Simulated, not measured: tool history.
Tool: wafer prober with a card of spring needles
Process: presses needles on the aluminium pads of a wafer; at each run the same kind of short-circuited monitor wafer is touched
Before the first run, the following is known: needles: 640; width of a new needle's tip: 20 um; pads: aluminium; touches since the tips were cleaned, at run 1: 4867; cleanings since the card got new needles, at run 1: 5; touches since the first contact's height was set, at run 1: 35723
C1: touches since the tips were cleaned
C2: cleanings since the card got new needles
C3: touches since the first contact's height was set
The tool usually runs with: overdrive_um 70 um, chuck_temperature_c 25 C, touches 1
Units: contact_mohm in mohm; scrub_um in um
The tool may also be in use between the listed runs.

{"run": 1, "hour": 0.0, "overdrive_um": 70, "chuck_temperature_c": 25, "touches": 1, "C1": 4867, "C2": 5, "C3": 35723, "contact_mohm": 224, "scrub_um": 17.63}
{"hour": 1.7, "done": "tips cleaned on abrasive film"}
{"run": 2, "hour": 9.2, "overdrive_um": 70, "chuck_temperature_c": 25, "touches": 1, "C1": 1539, "C2": 6, "C3": 37593, "contact_mohm": 229, "scrub_um": 17.54}
{"run": 3, "hour": 21.4, "overdrive_um": 70, "chuck_temperature_c": 25, "touches": 1, "C1": 4026, "C2": 6, "C3": 40080, "contact_mohm": 226, "scrub_um": 17.54}
{"hour": 27.8, "done": "tips cleaned on abrasive film"}
{"run": 4, "hour": 37.5, "overdrive_um": 70, "chuck_temperature_c": 25, "touches": 1, "C1": 1982, "C2": 7, "C3": 43361, "contact_mohm": 227, "scrub_um": 17.55}
{"run": 5, "hour": 46.2, "overdrive_um": 70, "chuck_temperature_c": 25, "touches": 1, "C1": 3766, "C2": 7, "C3": 45145, "contact_mohm": 227, "scrub_um": 17.65}
{"hour": 53.2, "done": "tips cleaned on abrasive film"}
{"run": 6, "hour": 58.3, "overdrive_um": 70, "chuck_temperature_c": 25, "touches": 1, "C1": 1032, "C2": 8, "C3": 47601, "contact_mohm": 229, "scrub_um": 17.6}
{"run": 7, "hour": 70.6, "overdrive_um": 70, "chuck_temperature_c": 25, "touches": 1, "C1": 3553, "C2": 8, "C3": 50122, "contact_mohm": 225, "scrub_um": 17.52}
{"hour": 79.2, "done": "tips cleaned on abrasive film"}
{"run": 8, "hour": 86.1, "overdrive_um": 70, "chuck_temperature_c": 39, "touches": 1, "C1": 1423, "C2": 9, "C3": 53294, "contact_mohm": 229, "scrub_um": 17.4}
{"run": 9, "hour": 95.8, "overdrive_um": 70, "chuck_temperature_c": 84, "touches": 1, "C1": 3395, "C2": 9, "C3": 55266, "contact_mohm": 248, "scrub_um": 17.62}
{"hour": 104.4, "done": "tips cleaned on abrasive film"}
{"run": 10, "hour": 106.5, "overdrive_um": 70, "chuck_temperature_c": 84, "touches": 1, "C1": 431, "C2": 10, "C3": 57445, "contact_mohm": 243, "scrub_um": 17.56}
{"run": 11, "hour": 120.9, "overdrive_um": 70, "chuck_temperature_c": 25, "touches": 1, "C1": 3373, "C2": 10, "C3": 60387, "contact_mohm": 227, "scrub_um": 17.53}
{"hour": 130.5, "done": "tips cleaned on abrasive film"}
{"run": 12, "hour": 132.9, "overdrive_um": 70, "chuck_temperature_c": 25, "touches": 1, "C1": 490, "C2": 11, "C3": 62837, "contact_mohm": 227, "scrub_um": 17.39}
{"run": 13, "hour": 140.2, "overdrive_um": 70, "chuck_temperature_c": 25, "touches": 2, "C1": 1982, "C2": 11, "C3": 64329, "contact_mohm": 225, "scrub_um": 17.41}
{"run": 14, "hour": 151.3, "overdrive_um": 70, "chuck_temperature_c": 25, "touches": 2, "C1": 4261, "C2": 11, "C3": 66608, "contact_mohm": 231, "scrub_um": 17.51}
{"hour": 155.9, "done": "tips cleaned on abrasive film"}
{"run": 15, "hour": 165.9, "overdrive_um": 70, "chuck_temperature_c": 25, "touches": 2, "C1": 2061, "C2": 12, "C3": 69581, "contact_mohm": 229, "scrub_um": 17.46}
{"run": 16, "hour": 179.8, "overdrive_um": 70, "chuck_temperature_c": 25, "touches": 2, "C1": 4911, "C2": 12, "C3": 72431, "contact_mohm": 226, "scrub_um": 17.45}
{"hour": 181.3, "done": "tips cleaned on abrasive film"}
{"run": 17, "hour": 197.0, "overdrive_um": 70, "chuck_temperature_c": 25, "touches": 1, "C1": 3215, "C2": 13, "C3": 75920, "contact_mohm": 226, "scrub_um": 17.43}
{"hour": 207.2, "done": "tips cleaned on abrasive film"}
{"run": 18, "hour": 208.1, "overdrive_um": 70, "chuck_temperature_c": 25, "touches": 1, "C1": 170, "C2": 14, "C3": 78178, "contact_mohm": 228, "scrub_um": 17.5}
{"run": 19, "hour": 220.9, "overdrive_um": 78, "chuck_temperature_c": 53, "touches": 1, "C1": 2800, "C2": 14, "C3": 80808, "contact_mohm": 232, "scrub_um": 19.48}
{"run": 20, "hour": 230.9, "overdrive_um": 78, "chuck_temperature_c": 53, "touches": 1, "C1": 4852, "C2": 14, "C3": 82860, "contact_mohm": 234, "scrub_um": 19.45}
{"hour": 233.2, "done": "tips cleaned on abrasive film"}
{"run": 21, "hour": 248.2, "overdrive_um": 81, "chuck_temperature_c": 58, "touches": 1, "C1": 3079, "C2": 15, "C3": 86380, "contact_mohm": 237, "scrub_um": 20.1}
{"hour": 259.1, "done": "tips cleaned on abrasive film"}
{"run": 22, "hour": 265.6, "overdrive_um": 75, "chuck_temperature_c": 33, "touches": 2, "C1": 1332, "C2": 16, "C3": 89919, "contact_mohm": 224, "scrub_um": 18.62}
{"run": 23, "hour": 282.8, "overdrive_um": 75, "chuck_temperature_c": 33, "touches": 2, "C1": 4868, "C2": 16, "C3": 93455, "contact_mohm": 226, "scrub_um": 18.64}
{"hour": 285.4, "done": "tips cleaned on abrasive film"}
{"run": 24, "hour": 299.1, "overdrive_um": 80, "chuck_temperature_c": 33, "touches": 3, "C1": 2806, "C2": 17, "C3": 96774, "contact_mohm": 226, "scrub_um": 20.03}
{"hour": 311.1, "done": "tips cleaned on abrasive film"}
{"run": 25, "hour": 311.1, "overdrive_um": 70, "chuck_temperature_c": 69, "touches": 2, "C1": 0, "C2": 18, "C3": 99206, "contact_mohm": 240, "scrub_um": 17.43}
{"run": 26, "hour": 322.9, "overdrive_um": 84, "chuck_temperature_c": 63, "touches": 2, "C1": 2413, "C2": 18, "C3": 101619, "contact_mohm": 232, "scrub_um": 20.83}
{"hour": 336.9, "done": "tips cleaned on abrasive film"}
{"run": 27, "hour": 336.9, "overdrive_um": 66, "chuck_temperature_c": 109, "touches": 1, "C1": 4, "C2": 19, "C3": 104471, "contact_mohm": 249, "scrub_um": 16.35}
{"run": 28, "hour": 352.8, "overdrive_um": 66, "chuck_temperature_c": 109, "touches": 1, "C1": 3265, "C2": 19, "C3": 107732, "contact_mohm": 253, "scrub_um": 16.3}
{"hour": 362.2, "done": "tips cleaned on abrasive film"}
{"run": 29, "hour": 363.5, "overdrive_um": 63, "chuck_temperature_c": 109, "touches": 2, "C1": 268, "C2": 20, "C3": 109909, "contact_mohm": 251, "scrub_um": 15.59}
{"run": 30, "hour": 374.6, "overdrive_um": 70, "chuck_temperature_c": 25, "touches": 1, "C1": 2541, "C2": 20, "C3": 112182, "contact_mohm": 226, "scrub_um": 17.21}
{"run": 31, "hour": 382.9, "overdrive_um": 70, "chuck_temperature_c": 55, "touches": 2, "C1": 4233, "C2": 20, "C3": 113874, "contact_mohm": 234, "scrub_um": 17.3}
{"hour": 387.6, "done": "tips cleaned on abrasive film"}
{"run": 32, "hour": 397.1, "overdrive_um": 70, "chuck_temperature_c": 53, "touches": 1, "C1": 1944, "C2": 21, "C3": 116763, "contact_mohm": 235, "scrub_um": 17.27}
{"hour": 413.1, "done": "tips cleaned on abrasive film"}
{"run": 33, "hour": 413.1, "overdrive_um": 70, "chuck_temperature_c": 34, "touches": 2, "C1": 0, "C2": 22, "C3": 120026, "contact_mohm": 232, "scrub_um": 17.33}
{"run": 34, "hour": 429.6, "overdrive_um": 90, "chuck_temperature_c": 71, "touches": 1, "C1": 3389, "C2": 22, "C3": 123415, "contact_mohm": 232, "scrub_um": 22.22}

Measured result minus the same run's result without the hidden state. Both carry the same run-to-run variation, though not necessarily the same gauge scatter:
Hidden state at play: debris on the tips, nm; way that the needles fall short of the set height, um; tips' diameter, um; drift of the gauge itself on contact_mohm, %; drift of the gauge itself on scrub_um, %.
run=1 scrub_um=+0
run=2 scrub_um=-0.01
run=3 scrub_um=-0.02
run=4 scrub_um=-0.03
run=5 scrub_um=-0.04
run=6 scrub_um=-0.05
run=7 scrub_um=-0.06
run=8 scrub_um=-0.07
run=9 scrub_um=-0.08
run=10 scrub_um=-0.09
run=11 scrub_um=-0.1
run=12 scrub_um=-0.11
run=13 scrub_um=-0.12
run=14 scrub_um=-0.13
run=15 scrub_um=-0.14
run=16 scrub_um=-0.15
run=17 scrub_um=-0.16
run=18 scrub_um=-0.18
run=19 scrub_um=-0.2
run=20 scrub_um=-0.21
run=21 scrub_um=-0.24
run=22 scrub_um=-0.23
run=23 scrub_um=-0.24
run=24 scrub_um=-0.29
run=25 scrub_um=-0.25
run=26 scrub_um=-0.32
run=27 scrub_um=-0.26
run=28 scrub_um=-0.27
run=29 scrub_um=-0.27
run=30 scrub_um=-0.3
run=31 scrub_um=-0.32
run=32 scrub_um=-0.32
run=33 scrub_um=-0.34
run=34 scrub_um=-0.46
contact_mohm: within 1 mohm of the measured result in every run.
